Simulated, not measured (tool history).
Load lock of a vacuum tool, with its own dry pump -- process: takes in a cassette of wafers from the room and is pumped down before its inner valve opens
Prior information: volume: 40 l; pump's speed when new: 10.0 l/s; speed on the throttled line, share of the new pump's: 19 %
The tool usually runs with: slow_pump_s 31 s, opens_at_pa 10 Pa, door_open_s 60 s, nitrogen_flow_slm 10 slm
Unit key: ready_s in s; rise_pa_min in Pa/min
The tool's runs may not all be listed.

run	hour	slow_pump_s	opens_at_pa	door_open_s	nitrogen_flow_slm	incoming humidity of the room's air, %	ready_s	rise_pa_min
1	0	31	10	60	10	41.3	61.5	0.032
2	122.5	31	10	60	10	45.6	61.4	0.037
3	233.9	31	10	60	10	42.7	61.4	0.025
4	436.8	31	10	60	10	44.2	61.8	0.032
5	562.9	31	10	60	10	43.9	62.3	0.029
6	778.8	31	10	58	10	49.7	61.5	0.033
7	942.5	31	10	58	10	45.9	63.1	0.035
8	1047.9	29	12	185	16	46.4	60.8	0.044
9	1226.9	29	12	185	16	47.7	59.1	0.048
10	1379.9	29	12	185	16	42.9	59.9	0.045
11	1515	29	12	185	16	44.5	60.1	0.047
12	1703.4	32	12	185	27	44.4	62.3	0.037
13	1908.6	31	10	34	19	42.7	62.4	0.023

5 options for the next run, each taken on its own from the tool as it stands now. Forecast them:
A	2034.1	31	10	34	44	44.9	?	?
B	2034.1	19	10	34	19	42.7	?	?
C	2034.1	23	10	36	10	44.1	?	?
D	2034.1	31	12	34	19	42.7	?	?
E	2034.1	19	10	60	10	45.2	?	?

run	ready_s	rise_pa_min
A	62.5	0.015
B	53.2	0.025
C	55.6	0.026
D	62.2	0.022
E	52.5	0.026
Without the tool's hidden state the same runs would have given:
run	ready_s	rise_pa_min
A	62.5	0.014
B	53.2	0.025
C	55.6	0.025
D	62.2	0.022
E	52.4	0.026
